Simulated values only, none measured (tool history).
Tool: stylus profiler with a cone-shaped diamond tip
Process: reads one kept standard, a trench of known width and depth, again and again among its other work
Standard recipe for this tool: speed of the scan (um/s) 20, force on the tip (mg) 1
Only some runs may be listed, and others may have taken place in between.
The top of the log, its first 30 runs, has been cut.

run	day	speed of the scan (um/s)	force on the tip (mg)	depth of the trench (nm)	width of the trench's floor (nm)
31	76.308	9	2.16	101.61	98280
32	79.021	10	0.5	100.71	98280
33	81.758	10	0.5	100.75	98240
34	85.238	10	0.5	100.71	98250
35	88.525	10	0.5	100.95	98300
36	90.317	6	1.21	101.28	98330
37	92.942	11	2.89	101.87	98330
38	95.204	11	2.89	101.83	98250
39	98.25	13	2.89	102.06	98290
40	100.238	13	2.89	102.11	98300
41	102.062	13	2.89	101.99	98250
42	103.662	13	2.89	102.1	98240
43	106.479	49	2.42	101.79	98030
44	108.221	57	2.9	102.14	98020
45	111.533	57	2.9	102.05	98030

Predict each of these 5 candidate next runs independently; none follows another, all start after run 45:
A	113.246	9	0.48	?	?
B	113.246	20	1.19	?	?
C	113.246	20	0.34	?	?
D	113.246	65	2.67	?	?
E	113.246	5	2.43	?	?

run	depth of the trench (nm)	width of the trench's floor (nm)
A	101.02	98190
B	101.27	98180
C	101.06	98020
D	102.06	97910
E	102.05	98280
The same runs, with their run-to-run variation unchanged, on a tool lacking any hidden condition would have given:
run	depth of the trench (nm)	width of the trench's floor (nm)
A	100.51	98620
B	100.75	98610
C	100.55	98450
D	101.54	98340
E	101.53	98710
